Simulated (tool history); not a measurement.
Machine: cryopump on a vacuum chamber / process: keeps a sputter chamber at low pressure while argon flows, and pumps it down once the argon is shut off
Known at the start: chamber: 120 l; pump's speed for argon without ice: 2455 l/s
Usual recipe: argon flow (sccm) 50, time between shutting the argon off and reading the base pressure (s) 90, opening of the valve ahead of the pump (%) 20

| run | hour | argon flow (sccm) | time between shutting the argon off and reading the base pressure (s) | opening of the valve ahead of the pump (%) | pressure while argon flows (Pa) | pressure after the wait (uPa) |
|---|---|---|---|---|---|---|
| 1 | 0.0 | 50 | 90 | 20 | 0.1808 | 0.76 |
| 2 | 38.6 | 50 | 90 | 20 | 0.1808 | 0.77 |
| 3 | 86.8 | 50 | 90 | 20 | 0.1811 | 0.82 |
| 4 | 155.5 | 50 | 90 | 20 | 0.1825 | 0.91 |
| 5 | 193.4 | 74 | 90 | 20 | 0.2726 | 0.90 |
| 6 | 243.4 | 50 | 147 | 20 | 0.1845 | 0.93 |
| 7 | 309.3 | 50 | 147 | 20 | 0.1832 | 0.94 |
|  | 350.3 | pump warmed up, emptied and cooled again |
| 8 | 372.5 | 50 | 90 | 32 | 0.1083 | 0.83 |
| 9 | 430.2 | 81 | 90 | 38 | 0.1487 | 0.89 |
| 10 | 477.6 | 59 | 65 | 24 | 0.1695 | 0.96 |
| 11 | 557.8 | 32 | 29 | 60 | 0.0392 | 1.35 |
| 12 | 594.1 | 32 | 29 | 60 | 0.0391 | 1.41 |
| 13 | 630.9 | 32 | 105 | 46 | 0.0506 | 1.01 |
| 14 | 706.8 | 62 | 192 | 19 | 0.2305 | 0.97 |
| 15 | 782.3 | 62 | 192 | 19 | 0.2305 | 1.03 |
| 16 | 834.9 | 62 | 192 | 19 | 0.2336 | 1.06 |

What if the next run were any one of these 3? Each begins from the tool's condition after run 16:
| A | 884.5 | 61 | 90 | 20 | ? | ? |
| B | 884.5 | 54 | 192 | 22 | ? | ? |
| C | 884.5 | 78 | 192 | 19 | ? | ? |

| run | pressure while argon flows (Pa) | pressure after the wait (uPa) |
|---|---|---|
| A | 0.2192 | 1.19 |
| B | 0.1768 | 1.12 |
| C | 0.2964 | 1.12 |
Without the tool's unlogged condition, the same runs would have read:
| run | pressure while argon flows (Pa) | pressure after the wait (uPa) |
|---|---|---|
| A | 0.2103 | 0.28 |
| B | 0.1689 | 0.22 |
| C | 0.2849 | 0.24 |

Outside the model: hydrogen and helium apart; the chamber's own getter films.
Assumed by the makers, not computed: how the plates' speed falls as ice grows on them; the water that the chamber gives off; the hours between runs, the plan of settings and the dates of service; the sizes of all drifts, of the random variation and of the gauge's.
